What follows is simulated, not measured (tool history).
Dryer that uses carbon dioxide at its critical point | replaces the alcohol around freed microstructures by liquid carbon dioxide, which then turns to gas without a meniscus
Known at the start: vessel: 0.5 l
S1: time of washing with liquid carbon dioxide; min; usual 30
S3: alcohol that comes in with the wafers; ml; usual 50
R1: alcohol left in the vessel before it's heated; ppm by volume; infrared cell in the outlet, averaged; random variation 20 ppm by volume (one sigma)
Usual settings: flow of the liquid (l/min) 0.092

Run 1, hour 0: usual settings. Result: R1 1330 ppm by volume.
Run 2, hour 55.7: usual settings but S1 27 min. Result: R1 2167 ppm by volume.
Run 3, hour 99.6: usual settings but S1 27 min. Result: R1 2199 ppm by volume.
Run 4, hour 136.2: usual settings but S1 27 min. Result: R1 2259 ppm by volume.
Run 5, hour 171.8: usual settings. Result: R1 1576 ppm by volume.
Run 6, hour 207: usual settings but flow of the liquid (l/min) 0.1198. Result: R1 444 ppm by volume.
Run 7, hour 264.3: usual settings but flow of the liquid (l/min) 0.0741. Result: R1 3987 ppm by volume.
Run 8, hour 305.5: usual settings but flow of the liquid (l/min) 0.1228. Result: R1 440 ppm by volume.
Run 9, hour 339.5: usual settings but flow of the liquid (l/min) 0.1228. Result: R1 449 ppm by volume.
Run 10, hour 404.3: usual settings but S1 19 min, flow of the liquid (l/min) 0.0561, S3 47 ml. Result: R1 21743 ppm by volume.
Run 11, hour 442.3: usual settings but S1 39 min, flow of the liquid (l/min) 0.0826, S3 72 ml. Result: R1 1565 ppm by volume.
Run 12, hour 494.9: usual settings but S1 18 min, flow of the liquid (l/min) 0.1164, S3 72 ml. Result: R1 7139 ppm by volume.
At hour 537.9: inlet filter changed.
Run 13, hour 547.5: usual settings but S1 46 min, flow of the liquid (l/min) 0.0557. Result: R1 2080 ppm by volume.
Run 14, hour 616.3: usual settings but S1 46 min, flow of the liquid (l/min) 0.0557. Result: R1 2189 ppm by volume.
Run 15, hour 670.3: usual settings but S3 80 ml. Result: R1 2298 ppm by volume.
Run 16, hour 710.5: usual settings but S1 36 min, flow of the liquid (l/min) 0.0759. Result: R1 1681 ppm by volume.
Run 17, hour 779.8: usual settings but S1 36 min, flow of the liquid (l/min) 0.0759. Result: R1 1819 ppm by volume.
Run 18, hour 849.9: usual settings but S1 36 min, flow of the liquid (l/min) 0.0759. Result: R1 1899 ppm by volume.

5 ways to go on from here, each from the tool as it stands after run 18. What would each give?
At hour 879: purifier's bed changed.
Run A, hour 886.8: usual settings but S1 33 min, flow of the liquid (l/min) 0.0759. Result: R1 ?.
At hour 879: purifier's bed changed.
Run B, hour 886.8: usual settings but S3 37 ml. Result: R1 ?.
At hour 879: purifier's bed changed.
Run C, hour 886.8: usual settings but S1 21 min, flow of the liquid (l/min) 0.1426, S3 49 ml. Result: R1 ?.
At hour 879: purifier's bed changed.
Run D, hour 886.8: usual settings but S1 36 min, flow of the liquid (l/min) 0.0976, S3 85 ml. Result: R1 ?.
At hour 879: purifier's bed changed.
Run E, hour 886.8: usual settings but S1 36 min, flow of the liquid (l/min) 0.0759. Result: R1 ?.

run    R1
  A  2662
  B  1311
  C  1054
  D   937
  E  1906
Without the tool's hidden state the same runs would have given:
run    R1
  A  2070
  B   990
  C   767
  D   655
  E  1446
